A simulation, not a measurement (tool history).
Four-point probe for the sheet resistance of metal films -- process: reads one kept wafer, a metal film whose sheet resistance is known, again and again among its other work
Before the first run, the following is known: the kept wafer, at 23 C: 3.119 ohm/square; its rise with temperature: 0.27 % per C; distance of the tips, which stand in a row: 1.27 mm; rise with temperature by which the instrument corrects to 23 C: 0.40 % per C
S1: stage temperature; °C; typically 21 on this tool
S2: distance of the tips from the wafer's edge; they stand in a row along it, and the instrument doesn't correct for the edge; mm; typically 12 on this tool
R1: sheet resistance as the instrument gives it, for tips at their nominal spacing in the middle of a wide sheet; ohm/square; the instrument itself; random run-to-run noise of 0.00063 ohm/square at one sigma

run,day,S1,S2,R1
1,0.000,21,12,3.159084
2,0.433,21,12,3.159695
3,0.979,21,12,3.159978
4,1.429,21,8,3.183504
5,2.146,21,8,3.182253
6,2.588,21,8,3.183029
7,3.312,21,12,3.158176
8,4.179,21,12,3.159254
9,4.971,21,12,3.159261
10,5.412,21,12,3.159702
11,5.883,30,12,3.123815
12,6.592,30,12,3.123882
13,7.450,21,8,3.182716
14,8.142,26,12,3.139929
15,8.788,26,12,3.138939
16,9.521,26,5,3.225501
17,10.192,26,6,3.193921
18,10.875,26,6,3.193206
19,11.662,26,6,3.194037
20,12.012,26,6,3.193510
21,12.583,26,6,3.194403
22,13.058,26,6,3.193708
23,13.496,21,15,3.153057
24,14.008,22,24,3.140669
25,14.529,29,24,3.113807
26,14.954,25,33,3.126726
27,15.338,32,31,3.099665
28,16.200,24,68,3.128349

Run 29, settings as shown, results not yet in. Your forecast:
29,17.000,24,68,?

R1: 3.128933 ohm/square
Without the tool's hidden state the same run would have given R1 3.116238 ohm/square.
